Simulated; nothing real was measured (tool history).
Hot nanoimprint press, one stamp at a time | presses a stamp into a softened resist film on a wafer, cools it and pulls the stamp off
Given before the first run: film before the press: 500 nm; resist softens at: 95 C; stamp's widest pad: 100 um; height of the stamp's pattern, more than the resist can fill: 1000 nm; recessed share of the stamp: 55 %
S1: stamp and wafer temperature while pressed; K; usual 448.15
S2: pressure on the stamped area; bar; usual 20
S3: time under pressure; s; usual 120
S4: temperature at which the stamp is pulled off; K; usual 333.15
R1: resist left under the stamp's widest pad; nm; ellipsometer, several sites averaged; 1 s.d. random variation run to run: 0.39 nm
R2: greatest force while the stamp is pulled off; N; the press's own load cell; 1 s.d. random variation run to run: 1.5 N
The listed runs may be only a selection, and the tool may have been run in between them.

| run | hour | S1 | S2 | S3 | S4 | R1 | R2 |
|---|---|---|---|---|---|---|---|
| 1 | 0 | 448.15 | 20 | 120 | 333.15 | 201.9 | 97 |
| 2 | 12.9 | 448.15 | 20 | 120 | 333.15 | 201.6 | 98 |
| 3 | 24 | 448.15 | 20 | 120 | 333.15 | 201.8 | 98 |
| 4 | 31.9 | 448.15 | 20 | 120 | 333.15 | 201.9 | 97 |
| 5 | 40.4 | 448.15 | 20 | 120 | 333.15 | 201.9 | 100 |
| 6 | 52.3 | 448.15 | 20 | 120 | 333.15 | 201.2 | 96 |
| 7 | 64.1 | 448.15 | 20 | 120 | 333.15 | 201.4 | 98 |
| 8 | 76.6 | 448.15 | 20 | 120 | 333.15 | 200.8 | 103 |
| 9 | 89.1 | 448.15 | 13.2 | 63 | 333.15 | 302.9 | 103 |
| 10 | 101.3 | 448.15 | 13.2 | 63 | 333.15 | 303.2 | 102 |
| 11 | 107.7 | 448.15 | 12.9 | 79 | 333.15 | 285.7 | 102 |
| 12 | 120.4 | 448.15 | 12.9 | 79 | 333.15 | 284.7 | 104 |
| 13 | 129.7 | 454.15 | 15.4 | 61 | 328.15 | 228.3 | 111 |
| 14 | 142.2 | 454.15 | 15.4 | 61 | 328.15 | 227.6 | 116 |
| 15 | 148.3 | 454.15 | 21 | 123 | 328.15 | 148.6 | 115 |
| 16 | 161 | 454.15 | 21 | 123 | 328.15 | 148.6 | 115 |

Each row is a separate what-if for the run after 16, all from the same tool condition, not one after another. Results?
| A | 172.3 | 439.15 | 23.9 | 120 | 333.15 | ? | ? |
| B | 172.3 | 454.15 | 20.5 | 123 | 332.15 | ? | ? |
| C | 172.3 | 443.15 | 20 | 84 | 333.15 | ? | ? |
| D | 172.3 | 454.15 | 13.6 | 119 | 334.15 | ? | ? |
| E | 172.3 | 448.15 | 30.6 | 120 | 330.15 | ? | ? |

| run | R1 | R2 |
|---|---|---|
| A | 273.5 | 101 |
| B | 150.3 | 106 |
| C | 281.2 | 104 |
| D | 189.2 | 99 |
| E | 161.7 | 110 |
With the hidden condition removed and each run's random variation left untouched, the same runs would have given:
| run | R1 | R2 |
|---|---|---|
| A | 281.1 | 88 |
| B | 154.6 | 92 |
| C | 288.8 | 91 |
| D | 195 | 86 |
| E | 166 | 96 |
